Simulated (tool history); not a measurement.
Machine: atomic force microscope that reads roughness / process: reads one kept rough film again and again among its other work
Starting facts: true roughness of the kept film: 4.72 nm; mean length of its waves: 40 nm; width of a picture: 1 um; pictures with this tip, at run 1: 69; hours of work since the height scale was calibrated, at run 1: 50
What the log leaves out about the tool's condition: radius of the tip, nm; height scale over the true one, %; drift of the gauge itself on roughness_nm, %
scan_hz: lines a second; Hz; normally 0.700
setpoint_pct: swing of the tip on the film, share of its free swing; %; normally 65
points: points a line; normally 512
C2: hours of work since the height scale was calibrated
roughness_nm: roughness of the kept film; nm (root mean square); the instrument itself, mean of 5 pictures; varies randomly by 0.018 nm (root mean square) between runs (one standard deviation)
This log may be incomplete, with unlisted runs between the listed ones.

run 1 hour=0.0 | scan_hz=0.700 setpoint_pct=65 points=512 | pictures_with_this_tip=69 C2=50 | roughness_nm=4.193
run 2 hour=10.6 | scan_hz=0.700 setpoint_pct=65 points=512 | pictures_with_this_tip=91 C2=57 | roughness_nm=4.172
run 3 hour=19.0 | scan_hz=0.700 setpoint_pct=65 points=512 | pictures_with_this_tip=109 C2=62 | roughness_nm=4.131
-- hour=24.4 new tip fitted
run 4 hour=27.5 | scan_hz=0.700 setpoint_pct=65 points=512 | pictures_with_this_tip=6 C2=67 | roughness_nm=4.326
run 5 hour=38.7 | scan_hz=0.700 setpoint_pct=65 points=512 | pictures_with_this_tip=30 C2=74 | roughness_nm=4.275
run 6 hour=48.7 | scan_hz=0.700 setpoint_pct=65 points=522 | pictures_with_this_tip=50 C2=81 | roughness_nm=4.233
run 7 hour=60.6 | scan_hz=0.700 setpoint_pct=65 points=512 | pictures_with_this_tip=75 C2=89 | roughness_nm=4.165
run 8 hour=70.9 | scan_hz=0.700 setpoint_pct=65 points=512 | pictures_with_this_tip=96 C2=95 | roughness_nm=4.162
run 9 hour=81.0 | scan_hz=0.515 setpoint_pct=65 points=358 | pictures_with_this_tip=118 C2=102 | roughness_nm=4.138
-- hour=82.7 new tip fitted
run 10 hour=89.0 | scan_hz=1.352 setpoint_pct=64 points=563 | pictures_with_this_tip=13 C2=106 | roughness_nm=4.267
run 11 hour=97.4 | scan_hz=1.352 setpoint_pct=64 points=563 | pictures_with_this_tip=31 C2=112 | roughness_nm=4.203
run 12 hour=103.6 | scan_hz=1.788 setpoint_pct=64 points=563 | pictures_with_this_tip=43 C2=116 | roughness_nm=4.121
run 13 hour=113.0 | scan_hz=1.788 setpoint_pct=64 points=563 | pictures_with_this_tip=63 C2=122 | roughness_nm=4.091

Forecast each of these 5 alternatives for the next run:
run A hour=126.3 | scan_hz=0.700 setpoint_pct=82 points=420 | pictures_with_this_tip=91 C2=131 | roughness_nm=?
run B hour=126.3 | scan_hz=2.637 setpoint_pct=67 points=563 | pictures_with_this_tip=91 C2=131 | roughness_nm=?
run C hour=126.3 | scan_hz=0.700 setpoint_pct=58 points=512 | pictures_with_this_tip=91 C2=131 | roughness_nm=?
run D hour=126.3 | scan_hz=1.229 setpoint_pct=64 points=758 | pictures_with_this_tip=91 C2=131 | roughness_nm=?
run E hour=126.3 | scan_hz=0.607 setpoint_pct=64 points=269 | pictures_with_this_tip=91 C2=131 | roughness_nm=?

run=A roughness_nm=4.013
run=B roughness_nm=3.854
run=C roughness_nm=4.178
run=D roughness_nm=4.089
run=E roughness_nm=4.129
What these runs would have given with no unlogged condition in the tool:
run=A roughness_nm=4.208
run=B roughness_nm=4.041
run=C roughness_nm=4.381
run=D roughness_nm=4.288
run=E roughness_nm=4.329

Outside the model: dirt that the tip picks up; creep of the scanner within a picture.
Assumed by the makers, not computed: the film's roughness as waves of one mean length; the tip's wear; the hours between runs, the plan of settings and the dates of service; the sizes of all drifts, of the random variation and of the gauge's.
